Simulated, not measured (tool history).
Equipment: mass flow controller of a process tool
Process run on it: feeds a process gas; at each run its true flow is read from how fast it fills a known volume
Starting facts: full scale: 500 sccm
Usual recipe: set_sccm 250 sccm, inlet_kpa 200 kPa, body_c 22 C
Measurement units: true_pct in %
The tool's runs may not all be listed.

run      day  set_sccm  inlet_kpa  body_c  true_pct
  1    0.000       250        200      22     99.96
  2    4.875       250        262      22     99.83
  3    7.571       250        200      28    100.61
  4   11.154       250        208      28    100.54
  5   15.946       250        208      28    100.75
  6   21.288        96        200      22    100.47
  7   25.512        96        200      22    100.70
  8   31.775        96        200      22    100.71
  9   35.758       250        200      22    100.45
 10   39.958       250        200      32    101.05
 11   42.921       250        200      33    101.38
 12   49.233       250        200      33    101.52
 13   52.862       250        200      33    101.43
 14   57.117       250        200      22    100.56
 15   61.467       250        200      36    101.74
 16   67.879       217        200      22    100.69
 17   72.421       217        200      22    100.70
 18   77.025       250        200      22    100.85
 19   80.617       250        200      22    100.87
 20   84.788       250        200      22    100.93
 21   89.008       250        200      22    101.06
 22   93.083       250        200      22    100.95
 23   96.704       250        200      22    101.06
 24  100.921       250        200      22    101.04
 25  106.258       250        200      22    101.10
 26  110.375       250        211      22    101.20
 27  113.629       250        211      22    101.22
 28  118.400       250        200      36    102.42
 29  122.892        81        196      22    102.78
 30  127.158        86        142      26    103.01
 31  132.196       250        141      37    102.65
 32  135.062       250        141      37    102.69
 33  141.558       250        141      37    102.95
 34  146.254        66        236      22    103.75
     146.658  -- controller's zero set anew
 35  149.350       456        236      22    102.21
 36  154.592       131        236      39    103.77
     156.608  -- controller's zero set anew, once more
 37  158.417       243        242      20    100.23
 38  163.021        81        187      22     99.67
 39  168.550        81        187      22     99.69
 40  173.917        89        187      22     99.84
 41  178.996        89        187      22    100.00
 42  184.096        78        187      22    100.02
 43  189.858       114        184      26    100.56
 44  194.775       114        156      27    100.64
 45  199.171        64        159      23    100.40
 46  204.362        64        159      23    100.63
 47  208.058       229        211      30    101.49
 48  211.367       182        144      26    101.34
 49  216.825       182        144      26    101.16

3 options for the next run, each taken on its own from the tool as it stands now. Forecast them:
  A  220.167       117        156      30         ?
  B  220.167       458        259      25         ?
  C  220.167        61        165      40         ?

run  true_pct
  A    101.38
  B    102.32
  C    102.28
With the hidden condition removed and each run's random variation left untouched, the same runs would have given:
run  true_pct
  A     98.24
  B     99.61
  C     98.62

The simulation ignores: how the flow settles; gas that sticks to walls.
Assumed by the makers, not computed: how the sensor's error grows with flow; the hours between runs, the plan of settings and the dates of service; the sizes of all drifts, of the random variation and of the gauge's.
